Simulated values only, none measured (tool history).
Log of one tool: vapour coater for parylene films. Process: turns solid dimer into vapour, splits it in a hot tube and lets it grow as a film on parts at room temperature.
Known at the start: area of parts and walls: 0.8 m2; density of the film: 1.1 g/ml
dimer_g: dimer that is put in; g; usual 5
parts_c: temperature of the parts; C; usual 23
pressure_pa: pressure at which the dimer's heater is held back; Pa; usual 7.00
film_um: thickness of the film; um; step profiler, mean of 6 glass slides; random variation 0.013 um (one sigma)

run	hour	dimer_g	parts_c	pressure_pa	film_um
1	0.0	5	23	7.00	3.06
2	33.4	5	23	7.00	3.07
3	93.8	3	23	7.00	1.82
4	122.2	3	23	7.00	1.81
5	152.8	3	17	7.00	2.22
6	177.8	5	23	7.00	3.04
7	217.0	5	23	7.00	3.04
8	270.3	5	23	7.00	3.04
9	309.3	5	23	7.00	3.01
10	360.8	8	16	5.93	6.24
11	394.0	3	19	3.87	2.26
12	420.5	2	34	4.08	0.93
13	473.2	2	34	4.08	0.91
# hour 477.4: table's thermometer calibrated
14	510.3	5	16	7.00	3.77
15	543.6	4	23	2.28	2.91
16	601.7	4	23	2.28	2.88
17	643.8	4	15	2.84	3.60
18	680.2	4	23	7.00	2.40

Some steps in film_um between neighbouring runs. How much of each would the tool show without its hidden state too (settings, what came in, random variation), and how much is left for the hidden state, with any gauge scatter that isn't in both results?
The hidden state here: vapour lost through the trap's worn valve, %; true temperature of the parts over the reading, C; drift of the gauge itself on film_um, %.
Run 10 -> 11: dimer_g 8 -> 3, parts_c 16 -> 19, pressure_pa 5.93 -> 3.87. film_um -3.98 um: hidden state +0.07, all else -4.05.

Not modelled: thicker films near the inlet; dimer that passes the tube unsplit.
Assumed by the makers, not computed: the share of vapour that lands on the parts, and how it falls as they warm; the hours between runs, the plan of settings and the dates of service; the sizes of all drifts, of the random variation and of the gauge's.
